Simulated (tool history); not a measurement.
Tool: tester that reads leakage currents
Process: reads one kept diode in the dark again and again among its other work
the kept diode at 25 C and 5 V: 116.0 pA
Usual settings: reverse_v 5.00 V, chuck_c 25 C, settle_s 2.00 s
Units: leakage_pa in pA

run   hour  reverse_v  chuck_c  settle_s  leakage_pa
  1    0.0       5.00       25      2.00      116.95
  2   42.6       5.00       25      2.00      116.27
  3   65.2       1.03       25      2.00       45.51
  4   86.1       5.00       25      5.82      116.67
  5  128.6       5.00       25      5.82      116.35
  6  171.5       5.00       25      5.82      115.81
  7  197.6       5.00       25      5.82      115.73
  8  231.6       5.00       25      5.82      117.03
  9  270.5       5.00       25      5.82      115.76
 10  309.0       5.00       46      3.18      643.07
 11  349.1       5.00       46      3.18      642.16
 12  369.1       5.00       46      3.18      645.45
 13  396.9      10.75       30      9.16      282.15

Forecast each of these 3 alternatives for the next run:
  A  424.8      11.17       59      0.53           ?
  B  424.8      14.37       30      1.03           ?
  C  424.8       5.00       25      1.11           ?

run  leakage_pa
  A     2702.49
  B      334.47
  C      116.45
Without the tool's hidden state the same runs would have given:
run  leakage_pa
  A     2701.80
  B      334.22
  C      116.36
